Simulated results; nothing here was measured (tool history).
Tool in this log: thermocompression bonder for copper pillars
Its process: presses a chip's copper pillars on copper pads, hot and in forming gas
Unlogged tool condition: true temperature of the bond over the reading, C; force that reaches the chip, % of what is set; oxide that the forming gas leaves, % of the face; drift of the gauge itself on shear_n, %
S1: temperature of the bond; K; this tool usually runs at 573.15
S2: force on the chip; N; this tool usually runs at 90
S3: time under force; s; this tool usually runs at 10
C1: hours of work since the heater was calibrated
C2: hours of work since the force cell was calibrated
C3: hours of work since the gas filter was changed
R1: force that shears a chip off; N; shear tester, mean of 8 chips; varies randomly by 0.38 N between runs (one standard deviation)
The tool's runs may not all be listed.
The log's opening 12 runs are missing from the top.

run	hour	S1	S2	S3	C1	C2	C3	R1
13	242.0	573.15	90	10	1228	914	179	94.0
14	265.7	573.15	90	11	1244	930	195	96.2
15	291.3	573.15	90	11	1262	948	213	95.7
16	314.8	573.15	90	11	1278	964	229	95.4
17	332.1	573.15	90	11	1290	976	241	95.3
18	350.1	573.15	90	11	1303	988	254	95.5
19	373.8	573.15	94	10	1319	1005	270	95.6
20	393.4	573.15	94	10	1333	1018	284	95.1
21	413.6	589.15	54	15	1347	1032	298	79.0
22	437.6	591.15	80	18	1363	1049	314	110.9
23	462.6	591.15	132	10	1381	1066	331	125.5
24	491.4	583.15	119	6	1400	1086	351	105.1
25	505.3	551.15	95	6	1410	1096	361	63.9
26	519.6	596.15	95	23	1420	1105	371	126.1
27	532.1	558.15	56	15	1429	1114	379	57.6
28	552.8	573.15	71	30	1443	1128	394	100.9
29	575.3	548.15	90	25	1458	1144	409	92.3
30	591.8	548.15	90	25	1470	1155	421	92.7
31	616.9	548.15	90	25	1487	1173	438	91.7
# hour 628.7: forming gas filter changed
32	645.1	595.15	85	10	1506	1192	11	115.4
33	673.0	596.15	77	10	1526	1211	31	108.1
34	696.7	596.15	77	10	1542	1228	47	107.1
35	709.9	545.15	99	10	1551	1237	56	81.9
36	734.3	573.15	115	21	1568	1254	73	132.7

For run 37, what comes out?
37	751.5	573.15	90	20	1580	1266	85	?

{"run 37": {"R1": 118.2}}
Minus the tool's unlogged condition, the same run would have read R1 106.2 N.
